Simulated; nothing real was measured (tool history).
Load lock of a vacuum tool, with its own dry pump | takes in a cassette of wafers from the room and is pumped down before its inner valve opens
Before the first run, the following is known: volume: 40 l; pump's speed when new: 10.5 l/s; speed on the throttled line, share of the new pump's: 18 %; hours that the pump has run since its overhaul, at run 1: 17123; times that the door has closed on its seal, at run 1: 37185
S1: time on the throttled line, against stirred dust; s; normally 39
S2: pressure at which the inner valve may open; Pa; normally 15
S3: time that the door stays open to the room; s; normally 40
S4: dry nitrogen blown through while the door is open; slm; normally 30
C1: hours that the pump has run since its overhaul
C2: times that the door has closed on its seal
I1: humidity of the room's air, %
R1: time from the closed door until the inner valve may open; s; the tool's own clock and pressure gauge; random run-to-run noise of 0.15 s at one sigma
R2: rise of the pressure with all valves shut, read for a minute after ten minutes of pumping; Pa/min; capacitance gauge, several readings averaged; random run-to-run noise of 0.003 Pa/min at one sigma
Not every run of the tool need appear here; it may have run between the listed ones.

Run 1, day 0: usual settings; C1 17123; C2 37185; I1 46.6. Result: R1 66.2 s, R2 0.013 Pa/min.
Run 2, day 13.075: usual settings but S4 19 slm; C1 17437; C2 37851; I1 42.3. Result: R1 66 s, R2 0.019 Pa/min.
Run 3, day 30.312: usual settings but S3 108 s, S4 19 slm; C1 17850; C2 38729; I1 43.3. Result: R1 66.2 s, R2 0.034 Pa/min.
Run 4, day 42.488: usual settings; C1 18142; C2 39348; I1 43.5. Result: R1 65.9 s, R2 0.015 Pa/min.
Run 5, day 54.654: usual settings; C1 18434; C2 39968; I1 43.1. Result: R1 66.1 s, R2 0.023 Pa/min.
Run 6, day 63.167: usual settings; C1 18639; C2 40401; I1 45.1. Result: R1 66.3 s, R2 0.021 Pa/min.
Run 7, day 82.562: usual settings; C1 19104; C2 41388; I1 45. Result: R1 66.2 s, R2 0.02 Pa/min.
Run 8, day 98.588: usual settings; C1 19489; C2 42204; I1 46.9. Result: R1 66.2 s, R2 0.018 Pa/min.
Run 9, day 118.267: usual settings; C1 19961; C2 43206; I1 46. Result: R1 66.2 s, R2 0.023 Pa/min.
Run 10, day 129.45: usual settings but S3 34 s; C1 20230; C2 43775; I1 47.3. Result: R1 66.2 s, R2 0.02 Pa/min.
Run 11, day 140: usual settings; C1 20483; C2 44312; I1 41.5. Result: R1 66.1 s, R2 0.021 Pa/min.
Run 12, day 157.842: usual settings but S2 13 Pa, S3 228 s, S4 36 slm; C1 20911; C2 45221; I1 44.6. Result: R1 66.5 s, R2 0.034 Pa/min.
Run 13, day 175.175: usual settings but S2 13 Pa, S3 228 s, S4 36 slm; C1 21327; C2 46103; I1 46.9. Result: R1 66.8 s, R2 0.037 Pa/min.
Run 14, day 189.25: usual settings but S2 11 Pa, S3 228 s, S4 16 slm; C1 21665; C2 46820; I1 43.6. Result: R1 67.5 s, R2 0.052 Pa/min.
Run 15, day 202.25: usual settings but S1 25 s, S3 196 s, S4 5 slm; C1 21977; C2 47481; I1 48.6. Result: R1 54.6 s, R2 0.063 Pa/min.
Run 16, day 218.612: usual settings but S1 25 s, S3 196 s, S4 5 slm; C1 22369; C2 48314; I1 45.2. Result: R1 54.6 s, R2 0.06 Pa/min.
At day 227.867: dry pump taken out, an overhauled one fitted.
Run 17, day 231.808: usual settings but S1 25 s, S2 18 Pa, S3 196 s, S4 5 slm; C1 95; C2 48973; I1 41.3. Result: R1 53.8 s, R2 0.055 Pa/min.
Run 18, day 250.533: usual settings but S1 25 s, S2 18 Pa, S3 196 s, S4 5 slm; C1 544; C2 49927; I1 43.7. Result: R1 53.9 s, R2 0.056 Pa/min.
Run 19, day 267.375: usual settings but S1 25 s, S2 18 Pa, S3 196 s, S4 5 slm; C1 948; C2 50784; I1 41.6. Result: R1 53.8 s, R2 0.054 Pa/min.
Run 20, day 276.688: usual settings but S3 123 s; C1 1172; C2 51258; I1 42.3. Result: R1 66 s, R2 0.031 Pa/min.
Run 21, day 288.175: usual settings but S1 29 s, S2 22 Pa, S3 53 s, S4 41 slm; C1 1447; C2 51843; I1 49.2. Result: R1 56.3 s, R2 0.021 Pa/min.

4 ways to go on from here, each from the tool as it stands after run 21. What would each give?
At day 295.212: door's seal changed, seat wiped.
Run A, day 299.117: usual settings but S4 6 slm; C1 1708; C2 199; I1 42.4. Result: R1 ?, R2 ?.
At day 295.212: door's seal changed, seat wiped.
Run B, day 299.117: usual settings but S1 29 s, S2 16 Pa, S3 53 s, S4 40 slm; C1 1708; C2 199; I1 41.8. Result: R1 ?, R2 ?.
At day 295.212: door's seal changed, seat wiped.
Run C, day 299.117: usual settings but S1 29 s, S2 11 Pa, S3 53 s, S4 18 slm; C1 1708; C2 199; I1 46.1. Result: R1 ?, R2 ?.
At day 295.212: door's seal changed, seat wiped.
Run D, day 299.117: usual settings but S1 33 s, S3 42 s; C1 1708; C2 199; I1 43.4. Result: R1 ?, R2 ?.

run    R1     R2
  A  66.2  0.035
  B  57.8  0.016
  C  59.2  0.027
  D    61  0.018
With no hidden state in the tool, these same runs would have given:
run    R1     R2
  A  66.2  0.035
  B  57.8  0.016
  C  59.1  0.027
  D    61  0.018
